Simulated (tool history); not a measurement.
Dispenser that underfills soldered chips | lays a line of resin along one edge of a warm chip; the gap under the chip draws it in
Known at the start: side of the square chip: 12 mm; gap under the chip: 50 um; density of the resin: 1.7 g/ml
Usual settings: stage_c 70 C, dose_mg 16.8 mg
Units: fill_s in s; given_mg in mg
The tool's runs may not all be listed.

run 1 hour=0.0 | stage_c=70 dose_mg=16.8 | fill_s=221.2 given_mg=16.44
-- hour=2.5 new syringe of resin
run 2 hour=3.3 | stage_c=70 dose_mg=16.8 | fill_s=183.4 given_mg=16.54
run 3 hour=8.2 | stage_c=61 dose_mg=16.8 | fill_s=354.6 given_mg=16.60
-- hour=11.9 new syringe of resin
run 4 hour=14.6 | stage_c=70 dose_mg=21.3 | fill_s=186.8 given_mg=20.88
run 5 hour=19.8 | stage_c=70 dose_mg=21.3 | fill_s=221.0 given_mg=20.85
-- hour=21.0 new syringe of resin
run 6 hour=24.4 | stage_c=67 dose_mg=16.8 | fill_s=231.3 given_mg=16.41

Forecast run 7:
run 7 hour=27.1 | stage_c=67 dose_mg=16.8 | fill_s=? given_mg=?

Run 7 gave fill_s 253.1 s, given_mg 16.44 mg.
Without the tool's hidden state the same run would have given fill_s 203.2 s, given_mg 16.80 mg.
